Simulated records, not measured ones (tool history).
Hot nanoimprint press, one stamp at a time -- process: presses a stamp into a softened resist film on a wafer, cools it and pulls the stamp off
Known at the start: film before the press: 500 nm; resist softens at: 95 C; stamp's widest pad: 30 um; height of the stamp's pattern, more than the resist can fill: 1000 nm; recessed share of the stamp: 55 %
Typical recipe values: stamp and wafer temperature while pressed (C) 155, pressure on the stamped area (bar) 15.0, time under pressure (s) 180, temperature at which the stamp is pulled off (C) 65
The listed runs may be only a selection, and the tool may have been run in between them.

| run | hour | stamp and wafer temperature while pressed (C) | pressure on the stamped area (bar) | time under pressure (s) | temperature at which the stamp is pulled off (C) | resist left under the stamp's widest pad (Å) | greatest force while the stamp is pulled off (N) |
|---|---|---|---|---|---|---|---|
| 1 | 0.0 | 155 | 15.0 | 180 | 65 | 2476 | 138 |
| 2 | 33.1 | 155 | 15.0 | 180 | 65 | 2465 | 136 |
| 3 | 63.8 | 155 | 15.0 | 180 | 65 | 2468 | 139 |
| 4 | 89.8 | 155 | 15.0 | 180 | 65 | 2458 | 136 |
| 5 | 119.6 | 155 | 15.0 | 180 | 65 | 2471 | 143 |
| 6 | 133.9 | 155 | 15.0 | 180 | 65 | 2455 | 138 |
| 7 | 166.3 | 155 | 15.0 | 180 | 65 | 2467 | 136 |
| 8 | 183.3 | 155 | 18.4 | 180 | 65 | 2249 | 139 |
| 9 | 215.5 | 155 | 18.4 | 180 | 65 | 2261 | 135 |
| 10 | 246.0 | 155 | 15.0 | 180 | 65 | 2466 | 136 |
| 11 | 266.4 | 155 | 15.0 | 180 | 56 | 2442 | 151 |
| 12 | 286.3 | 155 | 15.0 | 278 | 65 | 2074 | 137 |
| 13 | 318.5 | 155 | 15.0 | 278 | 65 | 2082 | 135 |
| 14 | 350.0 | 155 | 15.0 | 278 | 65 | 2070 | 140 |
| 15 | 371.1 | 155 | 15.0 | 180 | 72 | 2447 | 129 |
| 16 | 387.5 | 155 | 15.0 | 180 | 72 | 2443 | 120 |
| 17 | 411.3 | 147 | 15.0 | 249 | 52 | 3083 | 158 |
| 18 | 426.5 | 147 | 15.0 | 249 | 52 | 3132 | 161 |
| 19 | 464.7 | 157 | 17.6 | 249 | 52 | 1859 | 159 |
| 20 | 489.9 | 152 | 10.6 | 249 | 52 | 2871 | 159 |
| 21 | 505.2 | 166 | 10.6 | 93 | 52 | 2357 | 158 |
| 22 | 535.6 | 166 | 10.6 | 93 | 52 | 2339 | 162 |
| 23 | 574.2 | 166 | 10.6 | 93 | 52 | 2339 | 163 |
| 24 | 598.6 | 155 | 14.7 | 186 | 62 | 2455 | 138 |
| 25 | 613.4 | 155 | 14.7 | 186 | 62 | 2453 | 145 |
| 26 | 642.8 | 155 | 15.0 | 180 | 59 | 2459 | 147 |
| 27 | 658.7 | 155 | 15.0 | 351 | 60 | 1897 | 147 |
| 28 | 679.4 | 157 | 15.0 | 180 | 72 | 2247 | 120 |
| 29 | 708.1 | 157 | 15.0 | 302 | 71 | 1833 | 123 |

The log once held 5 entries between its listed runs, left out of this copy. Where does each go, and what is different about the tool's unlogged condition between the listed run before it and the listed run after it?
In the gap between runs 6 and 7: stamp cleaned and given a new release coat (hour 143.3)
  grip of the stamp's worn release coat, % over a new coat's: 1.1 -> 0.1; drift of the gauge itself on residual_nm, %: -0.55 -> -0.66
  measured minus no-state result, resist left under the stamp's widest pad (Å): -14 -> -17
In the gap between runs 13 and 14: plate thermocouple calibrated (hour 336.6)
  true temperature over the reading, C: 0.01 -> 0; grip of the stamp's worn release coat, % over a new coat's: 0.4 -> 0.5; drift of the gauge itself on residual_nm, %: -1.29 -> -1.4
  measured minus no-state result, resist left under the stamp's widest pad (Å): -28 -> -29
In the gap between runs 17 and 18: gauge calibrated (hour 422.7)
  drift of the gauge itself on residual_nm, %: -1.66 -> -0.02
  measured minus no-state result, resist left under the stamp's widest pad (Å): -51 -> +0
In the gap between runs 18 and 19: press's hydraulic seals changed and the load cell set to zero (hour 439.8)
  pressure that arrives at the usual setting, %: 99.97 -> 100.01; grip of the stamp's worn release coat, % over a new coat's: 0.7 -> 0.8; drift of the gauge itself on residual_nm, %: -0.02 -> -0.14
  measured minus no-state result, resist left under the stamp's widest pad (Å): +0 -> -3
In the gap between runs 22 and 23: stamp cleaned and given a new release coat (hour 570.0)
  grip of the stamp's worn release coat, % over a new coat's: 1 -> 0; drift of the gauge itself on residual_nm, %: -0.43 -> -0.57
  measured minus no-state result, resist left under the stamp's widest pad (Å): -10 -> -13

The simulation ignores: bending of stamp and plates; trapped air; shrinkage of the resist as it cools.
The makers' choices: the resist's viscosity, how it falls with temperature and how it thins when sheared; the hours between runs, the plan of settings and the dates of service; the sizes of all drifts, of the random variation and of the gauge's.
